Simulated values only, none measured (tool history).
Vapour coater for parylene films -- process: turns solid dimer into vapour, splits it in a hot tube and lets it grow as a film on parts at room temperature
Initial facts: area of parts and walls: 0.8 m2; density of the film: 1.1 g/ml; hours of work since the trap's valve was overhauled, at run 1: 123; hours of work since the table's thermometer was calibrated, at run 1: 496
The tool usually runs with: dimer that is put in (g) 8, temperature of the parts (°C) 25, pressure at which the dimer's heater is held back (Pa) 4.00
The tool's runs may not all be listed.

run,hour,dimer that is put in (g),temperature of the parts (°C),pressure at which the dimer's heater is held back (Pa),hours of work since the trap's valve was overhauled,hours of work since the table's thermometer was calibrated,thickness of the film (um)
1,0.0,8,25,4.00,123,496,4.19
2,28.7,8,25,3.11,148,521,4.39
3,61.2,8,24,3.11,177,550,4.34
4,86.5,8,25,4.00,199,572,4.17
5,105.4,8,25,4.00,216,589,4.17
# hour 125.0: trap's valve overhauled
6,143.2,8,25,4.00,16,619,4.19
7,168.3,8,25,4.00,38,641,4.18
8,190.1,4,19,4.00,58,660,2.38
9,204.3,3,26,2.99,70,673,1.58
10,234.5,3,26,2.99,97,699,1.55
11,261.5,6,35,5.68,121,723,2.43
12,287.9,8,25,8.77,144,747,3.84
13,314.8,8,25,8.77,168,770,3.86

Each row is a separate what-if for the run after 13, all from the same tool condition, not one after another. Results?
A,336.5,8,34,4.00,187,790,?
B,336.5,11,17,4.04,187,790,?
C,336.5,13,17,4.00,187,790,?
D,336.5,3,25,3.34,187,790,?
E,336.5,7,28,4.00,187,790,?

run,thickness of the film (um)
A,3.53
B,6.88
C,8.16
D,1.58
E,3.45
The same runs, with their run-to-run variation unchanged, on a tool lacking any hidden condition would have given:
run,thickness of the film (um)
A,3.54
B,6.89
C,8.18
D,1.59
E,3.45
